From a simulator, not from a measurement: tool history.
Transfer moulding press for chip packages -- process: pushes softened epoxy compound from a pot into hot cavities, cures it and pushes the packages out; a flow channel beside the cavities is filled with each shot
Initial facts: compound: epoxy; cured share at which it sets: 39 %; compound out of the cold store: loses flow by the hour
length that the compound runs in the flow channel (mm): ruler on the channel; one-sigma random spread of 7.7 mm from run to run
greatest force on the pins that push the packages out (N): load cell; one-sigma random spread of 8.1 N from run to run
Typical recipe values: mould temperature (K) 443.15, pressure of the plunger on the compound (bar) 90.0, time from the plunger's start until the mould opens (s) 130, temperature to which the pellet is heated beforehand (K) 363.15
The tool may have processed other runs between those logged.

run,hour,mould temperature (K),pressure of the plunger on the compound (bar),time from the plunger's start until the mould opens (s),temperature to which the pellet is heated beforehand (K),incoming compound's hours out of the cold store,length that the compound runs in the flow channel (mm),greatest force on the pins that push the packages out (N)
1,0.0,443.15,90.0,130,363.15,35.4,820,564
# hour 23.2: cavities cleaned with cleaning compound and waxed
2,52.8,443.15,90.0,111,363.15,14.5,879,676
# hour 70.1: mould's thermocouples calibrated
# hour 102.3: cavities cleaned with cleaning compound and waxed
3,114.0,443.15,90.0,111,363.15,32.9,803,494
# hour 181.5: cavities cleaned with cleaning compound and waxed
4,213.8,443.15,90.0,111,363.15,42.8,780,574
# hour 259.1: cavities cleaned with cleaning compound and waxed
5,312.8,443.15,90.0,111,363.15,28.5,788,666
# hour 336.3: cavities cleaned with cleaning compound and waxed
6,366.6,449.15,90.0,130,363.15,11.0,814,434
# hour 413.8: cavities cleaned with cleaning compound and waxed
7,418.1,449.15,90.0,130,363.15,17.1,794,337
# hour 468.3: plunger's sealing rings changed
# hour 492.5: cavities cleaned with cleaning compound and waxed
8,520.8,449.15,90.0,130,363.15,38.8,805,455
# hour 575.1: cavities cleaned with cleaning compound and waxed
9,602.8,440.15,90.0,130,363.15,27.8,835,577
# hour 652.6: cavities cleaned with cleaning compound and waxed
10,708.2,440.15,90.0,130,363.15,16.3,852,694
# hour 732.1: cavities cleaned with cleaning compound and waxed
11,755.9,440.15,90.0,130,363.15,14.8,850,586
# hour 809.1: cavities cleaned with cleaning compound and waxed
12,852.9,440.15,90.0,130,363.15,44.1,774,635
# hour 887.3: cavities cleaned with cleaning compound and waxed
13,936.2,443.15,90.0,130,369.15,38.6,762,590
# hour 962.5: mould's thermocouples calibrated
# hour 964.0: cavities cleaned with cleaning compound and waxed
14,999.1,436.15,68.5,143,358.15,32.7,679,623
# hour 1012.8: plunger's sealing rings changed
# hour 1041.9: cavities cleaned with cleaning compound and waxed
15,1067.1,436.15,68.5,143,358.15,36.0,719,563
# hour 1117.9: cavities cleaned with cleaning compound and waxed
16,1127.1,436.15,68.5,143,358.15,21.6,748,489
17,1185.5,436.15,68.5,143,358.15,25.5,737,748
# hour 1196.0: cavities cleaned with cleaning compound and waxed
18,1254.5,447.15,88.9,143,360.15,47.5,750,504
# hour 1275.1: cavities cleaned with cleaning compound and waxed
19,1306.3,447.15,88.9,143,360.15,33.9,775,424
# hour 1352.2: cavities cleaned with cleaning compound and waxed
20,1408.6,451.15,108.1,130,363.15,15.1,890,495
# hour 1431.1: cavities cleaned with cleaning compound and waxed
21,1466.3,438.15,76.6,127,359.15,28.3,739,704

Run 22 is up next; what results do you expect?
# hour 1509.0: cavities cleaned with cleaning compound and waxed
22,1536.8,443.15,90.0,130,363.15,44.5,?,?

length that the compound runs in the flow channel (mm): 746
greatest force on the pins that push the packages out (N): 491
Take away the tool's hidden state, keep the run-to-run variation as it was, and the same run would have given length that the compound runs in the flow channel (mm) 815, greatest force on the pins that push the packages out (N) 342.

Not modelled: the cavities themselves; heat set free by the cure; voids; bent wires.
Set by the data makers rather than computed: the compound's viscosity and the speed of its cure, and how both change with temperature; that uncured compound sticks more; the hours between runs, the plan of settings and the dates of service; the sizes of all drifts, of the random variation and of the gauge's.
